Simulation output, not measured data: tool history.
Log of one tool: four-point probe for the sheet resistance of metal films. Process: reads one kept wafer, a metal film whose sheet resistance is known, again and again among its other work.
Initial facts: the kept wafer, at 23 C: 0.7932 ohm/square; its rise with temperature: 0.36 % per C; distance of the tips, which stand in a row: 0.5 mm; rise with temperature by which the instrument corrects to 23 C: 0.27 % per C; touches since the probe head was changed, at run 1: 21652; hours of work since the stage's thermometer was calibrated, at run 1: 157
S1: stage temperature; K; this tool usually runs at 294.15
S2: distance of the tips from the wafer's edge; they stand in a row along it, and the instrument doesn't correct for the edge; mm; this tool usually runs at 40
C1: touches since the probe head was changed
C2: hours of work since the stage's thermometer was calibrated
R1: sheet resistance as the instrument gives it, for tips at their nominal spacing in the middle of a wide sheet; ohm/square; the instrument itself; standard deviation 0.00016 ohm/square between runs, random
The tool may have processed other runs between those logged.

{"run": 1, "hour": 0.0, "S1": 294.15, "S2": 40, "C1": 21652, "C2": 157, "R1": 0.791861}
{"run": 2, "hour": 42.2, "S1": 299.15, "S2": 40, "C1": 22480, "C2": 175, "R1": 0.795162}
{"run": 3, "hour": 126.0, "S1": 299.15, "S2": 40, "C1": 24126, "C2": 213, "R1": 0.795572}
{"run": 4, "hour": 182.9, "S1": 299.15, "S2": 40, "C1": 25244, "C2": 238, "R1": 0.795095}
{"run": 5, "hour": 217.5, "S1": 294.15, "S2": 43, "C1": 25923, "C2": 253, "R1": 0.792083}
{"run": 6, "hour": 279.3, "S1": 294.15, "S2": 40, "C1": 27138, "C2": 281, "R1": 0.791655}
{"run": 7, "hour": 317.5, "S1": 304.15, "S2": 40, "C1": 27887, "C2": 298, "R1": 0.799035}
{"run": 8, "hour": 395.2, "S1": 294.15, "S2": 40, "C1": 29412, "C2": 332, "R1": 0.791928}
{"run": 9, "hour": 448.7, "S1": 294.15, "S2": 11, "C1": 30464, "C2": 356, "R1": 0.792451}
{"run": 10, "hour": 484.3, "S1": 294.15, "S2": 5, "C1": 31164, "C2": 372, "R1": 0.795838}
{"run": 11, "hour": 542.1, "S1": 294.15, "S2": 5, "C1": 32298, "C2": 398, "R1": 0.796081}
{"run": 12, "hour": 622.1, "S1": 294.15, "S2": 5, "C1": 33868, "C2": 433, "R1": 0.796061}
{"run": 13, "hour": 658.1, "S1": 294.15, "S2": 40, "C1": 34575, "C2": 449, "R1": 0.791776}
{"run": 14, "hour": 709.0, "S1": 294.15, "S2": 40, "C1": 35576, "C2": 472, "R1": 0.792081}
{"run": 15, "hour": 788.0, "S1": 299.15, "S2": 40, "C1": 37128, "C2": 507, "R1": 0.79539}
{"run": 16, "hour": 852.8, "S1": 294.15, "S2": 40, "C1": 38398, "C2": 536, "R1": 0.792029}
{"run": 17, "hour": 900.6, "S1": 303.15, "S2": 40, "C1": 39338, "C2": 557, "R1": 0.798428}
{"run": 18, "hour": 960.6, "S1": 303.15, "S2": 40, "C1": 40516, "C2": 584, "R1": 0.798327}
{"run": 19, "hour": 1027.4, "S1": 303.15, "S2": 40, "C1": 41828, "C2": 614, "R1": 0.797953}
{"run": 20, "hour": 1104.2, "S1": 294.15, "S2": 40, "C1": 43337, "C2": 648, "R1": 0.791566}
{"run": 21, "hour": 1145.9, "S1": 294.15, "S2": 23, "C1": 44155, "C2": 666, "R1": 0.792141}
{"run": 22, "hour": 1211.1, "S1": 294.15, "S2": 41, "C1": 45436, "C2": 695, "R1": 0.792414}

What does the tool deliver on the next run?
{"run": 23, "hour": 1253.1, "S1": 294.15, "S2": 41, "C1": 46260, "C2": 714, "R1": "?"}

{"run 23": {"R1": 0.792029}}
If the tool had no hidden condition, the same run with the same run-to-run variation would have returned R1 0.792023 ohm/square.
